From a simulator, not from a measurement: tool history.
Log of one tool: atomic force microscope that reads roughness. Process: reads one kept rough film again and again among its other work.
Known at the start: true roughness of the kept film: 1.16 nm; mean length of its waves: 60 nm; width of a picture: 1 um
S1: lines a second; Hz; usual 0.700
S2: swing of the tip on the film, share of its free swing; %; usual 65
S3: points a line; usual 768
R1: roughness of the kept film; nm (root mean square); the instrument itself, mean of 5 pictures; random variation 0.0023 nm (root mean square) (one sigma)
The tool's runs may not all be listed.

Run 1, hour 0.0: usual settings. Result: R1 1.105 nm (root mean square).
Run 2, hour 21.0: usual settings. Result: R1 1.099 nm (root mean square).
At hour 35.7: new tip fitted.
Run 3, hour 55.4: usual settings. Result: R1 1.107 nm (root mean square).
Run 4, hour 75.3: usual settings. Result: R1 1.099 nm (root mean square).
At hour 86.0: new tip fitted.
Run 5, hour 96.2: usual settings. Result: R1 1.109 nm (root mean square).
Run 6, hour 115.0: usual settings. Result: R1 1.104 nm (root mean square).
At hour 137.8: new tip fitted.
Run 7, hour 139.9: usual settings but S1 1.280 Hz, S2 69 %. Result: R1 1.078 nm (root mean square).
Run 8, hour 162.0: usual settings but S1 2.233 Hz, S2 59 %, S3 392. Result: R1 1.075 nm (root mean square).
Run 9, hour 178.2: usual settings but S1 2.233 Hz, S2 59 %, S3 392. Result: R1 1.068 nm (root mean square).
At hour 187.7: new tip fitted.
Run 10, hour 212.5: usual settings but S1 3.698 Hz, S2 79 %, S3 818. Result: R1 0.881 nm (root mean square).

3 ways to go on from here, each from the tool as it stands after run 10. What would each give?
Run A, hour 234.5: usual settings but S1 2.748 Hz. Result: R1 ?.
Run B, hour 234.5: usual settings but S1 2.630 Hz, S2 57 %, S3 611. Result: R1 ?.
Run C, hour 234.5: usual settings but S1 0.953 Hz, S2 64 %, S3 930. Result: R1 ?.

run     R1
  A  1.022
  B  1.068
  C  1.091
Without the tool's hidden state the same runs would have given:
run     R1
  A  1.042
  B  1.088
  C  1.111

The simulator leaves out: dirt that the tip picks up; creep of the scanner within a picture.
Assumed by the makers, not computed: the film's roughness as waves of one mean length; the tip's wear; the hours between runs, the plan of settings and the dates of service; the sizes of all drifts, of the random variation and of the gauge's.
